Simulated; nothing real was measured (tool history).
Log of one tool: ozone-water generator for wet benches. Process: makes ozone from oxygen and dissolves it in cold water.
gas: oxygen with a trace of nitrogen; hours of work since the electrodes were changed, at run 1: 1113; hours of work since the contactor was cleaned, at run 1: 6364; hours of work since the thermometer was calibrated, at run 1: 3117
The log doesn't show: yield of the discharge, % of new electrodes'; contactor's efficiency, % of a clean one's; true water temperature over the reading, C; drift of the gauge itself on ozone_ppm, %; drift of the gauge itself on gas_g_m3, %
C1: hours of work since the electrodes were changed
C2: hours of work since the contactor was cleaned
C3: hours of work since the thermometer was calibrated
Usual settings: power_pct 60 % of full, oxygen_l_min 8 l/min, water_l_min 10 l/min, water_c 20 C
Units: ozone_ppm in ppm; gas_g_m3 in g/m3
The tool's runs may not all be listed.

Run 1, day 0: usual settings; C1 1113; C2 6364; C3 3117. Result: ozone_ppm 28 ppm, gas_g_m3 175.2 g/m3.
Run 2, day 0.933: usual settings; C1 1131; C2 6382; C3 3136. Result: ozone_ppm 28.3 ppm, gas_g_m3 174.5 g/m3.
Run 3, day 2.171: usual settings; C1 1156; C2 6407; C3 3160. Result: ozone_ppm 28.2 ppm, gas_g_m3 175 g/m3.
Run 4, day 3.438: usual settings; C1 1182; C2 6433; C3 3186. Result: ozone_ppm 28.5 ppm, gas_g_m3 174.7 g/m3.
Run 5, day 4.038: usual settings; C1 1194; C2 6445; C3 3198. Result: ozone_ppm 27.9 ppm, gas_g_m3 170.7 g/m3.
Run 6, day 4.671: usual settings; C1 1207; C2 6457; C3 3211. Result: ozone_ppm 28.3 ppm, gas_g_m3 174.1 g/m3.
Run 7, day 6.1: usual settings but power_pct 41 % of full; C1 1235; C2 6486; C3 3239. Result: ozone_ppm 20.4 ppm, gas_g_m3 126.3 g/m3.
Run 8, day 7.554: usual settings but power_pct 41 % of full; C1 1265; C2 6515; C3 3269. Result: ozone_ppm 20.2 ppm, gas_g_m3 125 g/m3.
Run 9, day 8.417: usual settings but power_pct 41 % of full; C1 1282; C2 6533; C3 3286. Result: ozone_ppm 20.7 ppm, gas_g_m3 126.4 g/m3.
Run 10, day 9.471: usual settings; C1 1303; C2 6554; C3 3307. Result: ozone_ppm 28.1 ppm, gas_g_m3 172 g/m3.
Run 11, day 10.883: usual settings but oxygen_l_min 9.59 l/min; C1 1332; C2 6582; C3 3336. Result: ozone_ppm 27.5 ppm, gas_g_m3 161.6 g/m3.
Run 12, day 12.125: usual settings but oxygen_l_min 9.59 l/min; C1 1356; C2 6607; C3 3361. Result: ozone_ppm 27.6 ppm, gas_g_m3 160 g/m3.
Run 13, day 13.162: usual settings but water_l_min 14 l/min; C1 1377; C2 6628; C3 3381. Result: ozone_ppm 23.9 ppm, gas_g_m3 172.5 g/m3.
Run 14, day 13.938: usual settings but water_l_min 14 l/min; C1 1393; C2 6644; C3 3397. Result: ozone_ppm 23.7 ppm, gas_g_m3 173.8 g/m3.
Run 15, day 14.596: usual settings but water_l_min 15 l/min; C1 1406; C2 6657; C3 3410. Result: ozone_ppm 22.8 ppm, gas_g_m3 173 g/m3.
Run 16, day 15.538: usual settings but water_l_min 15 l/min; C1 1425; C2 6676; C3 3429. Result: ozone_ppm 22.8 ppm, gas_g_m3 172.2 g/m3.
Run 17, day 16.55: usual settings but water_l_min 15 l/min; C1 1445; C2 6696; C3 3450. Result: ozone_ppm 22.9 ppm, gas_g_m3 170 g/m3.
At day 17.112: water thermometer calibrated.
Run 18, day 17.633: usual settings but power_pct 46 % of full, water_l_min 12 l/min; C1 1467; C2 6718; C3 10. Result: ozone_ppm 20.5 ppm, gas_g_m3 136.4 g/m3.
Run 19, day 18.733: usual settings but power_pct 46 % of full, water_l_min 12 l/min; C1 1489; C2 6740; C3 33. Result: ozone_ppm 20.7 ppm, gas_g_m3 137.4 g/m3.
Run 20, day 19.446: usual settings but power_pct 46 % of full, water_l_min 12 l/min; C1 1503; C2 6754; C3 47. Result: ozone_ppm 20.6 ppm, gas_g_m3 138.3 g/m3.
Run 21, day 20.167: usual settings but power_pct 73 % of full, water_c 13 C; C1 1518; C2 6769; C3 61. Result: ozone_ppm 39 ppm, gas_g_m3 201.8 g/m3.
Run 22, day 21.05: usual settings but oxygen_l_min 5.78 l/min, water_l_min 7 l/min, water_c 23 C; C1 1536; C2 6786; C3 79. Result: ozone_ppm 31.8 ppm, gas_g_m3 193.1 g/m3.
Run 23, day 21.796: usual settings but water_l_min 7 l/min, water_c 19 C; C1 1551; C2 6801; C3 94. Result: ozone_ppm 33.5 ppm, gas_g_m3 169.7 g/m3.
Run 24, day 22.921: usual settings but oxygen_l_min 7.8 l/min, water_l_min 6 l/min, water_c 19 C; C1 1573; C2 6824; C3 117. Result: ozone_ppm 35.5 ppm, gas_g_m3 173 g/m3.
Run 25, day 23.912: usual settings but oxygen_l_min 7.8 l/min, water_l_min 6 l/min, water_c 19 C; C1 1593; C2 6844; C3 137. Result: ozone_ppm 35.5 ppm, gas_g_m3 172.3 g/m3.
Run 26, day 25.129: usual settings but power_pct 80 % of full, oxygen_l_min 11.41 l/min, water_l_min 11 l/min, water_c 17 C; C1 1618; C2 6868; C3 161. Result: ozone_ppm 35.4 ppm, gas_g_m3 190.9 g/m3.
Run 27, day 25.983: usual settings but power_pct 97 % of full, oxygen_l_min 12.88 l/min, water_l_min 6 l/min, water_c 27 C; C1 1635; C2 6886; C3 178. Result: ozone_ppm 38 ppm, gas_g_m3 212.1 g/m3.
Run 28, day 26.771: usual settings but oxygen_l_min 5.16 l/min, water_l_min 7 l/min; C1 1651; C2 6901; C3 194. Result: ozone_ppm 34.4 ppm, gas_g_m3 197.9 g/m3.
Run 29, day 27.396: usual settings but power_pct 50 % of full, oxygen_l_min 11.12 l/min, water_l_min 7 l/min; C1 1663; C2 6914; C3 207. Result: ozone_ppm 26.4 ppm, gas_g_m3 127.4 g/m3.
Run 30, day 28.454: usual settings but power_pct 50 % of full, oxygen_l_min 11.12 l/min, water_l_min 7 l/min; C1 1684; C2 6935; C3 228. Result: ozone_ppm 26.2 ppm, gas_g_m3 129.7 g/m3.
Run 31, day 29.379: usual settings but power_pct 69 % of full, oxygen_l_min 4.21 l/min, water_l_min 13 l/min, water_c 12 C; C1 1703; C2 6954; C3 247. Result: ozone_ppm 30.8 ppm, gas_g_m3 238.6 g/m3.
Run 32, day 30.404: usual settings but power_pct 69 % of full, oxygen_l_min 4.21 l/min, water_l_min 13 l/min, water_c 12 C; C1 1724; C2 6974; C3 267. Result: ozone_ppm 30.7 ppm, gas_g_m3 239.9 g/m3.

The next listed run, before its measurement:
At day 30.938: gauge calibrated.
Run 33, day 31.504: usual settings but oxygen_l_min 7.75 l/min, water_c 19 C; C1 1746; C2 6997; C3 289. Result: ozone_ppm ?, gas_g_m3 ?.

ozone_ppm: 29.1 ppm
gas_g_m3: 178.1 g/m3
Without the tool's hidden state the same run would have given ozone_ppm 29.1 ppm, gas_g_m3 178.2 g/m3.

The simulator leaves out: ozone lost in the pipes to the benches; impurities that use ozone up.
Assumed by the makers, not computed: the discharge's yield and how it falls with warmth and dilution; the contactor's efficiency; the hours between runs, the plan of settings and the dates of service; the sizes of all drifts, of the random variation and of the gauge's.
